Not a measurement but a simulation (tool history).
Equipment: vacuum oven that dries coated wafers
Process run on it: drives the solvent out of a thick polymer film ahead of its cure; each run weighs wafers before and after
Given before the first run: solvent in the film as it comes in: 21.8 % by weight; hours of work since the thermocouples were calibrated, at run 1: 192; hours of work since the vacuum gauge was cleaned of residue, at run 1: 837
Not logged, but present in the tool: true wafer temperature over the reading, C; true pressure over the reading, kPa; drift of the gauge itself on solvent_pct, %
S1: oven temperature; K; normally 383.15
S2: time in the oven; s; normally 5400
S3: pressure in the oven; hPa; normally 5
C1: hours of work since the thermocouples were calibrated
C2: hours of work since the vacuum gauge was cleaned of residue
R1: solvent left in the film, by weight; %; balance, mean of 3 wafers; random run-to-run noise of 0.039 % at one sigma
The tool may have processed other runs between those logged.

run,hour,S1,S2,S3,C1,C2,R1
1,0,383.15,5400,5,192,837,1.38
2,38.5,383.15,5400,5,210,855,1.28
3,101.3,383.15,5400,5,240,884,1.3
4,159.2,383.15,5400,5,267,911,1.33
5,195.4,369.15,5400,5,284,928,6.15
6,235.2,383.15,6840,5,302,947,0.93
7,273.8,383.15,6840,5,320,965,0.92
8,313.6,391.15,5400,5,339,984,0.63

Estimate the outcome of run 9 from the log above:
9,357.1,372.15,4620,5.69,360,1004,?

Run 9 yielded R1 5.79 %.
With the hidden condition absent and the run-to-run variation left alone, this run would have shown R1 5.78 %.
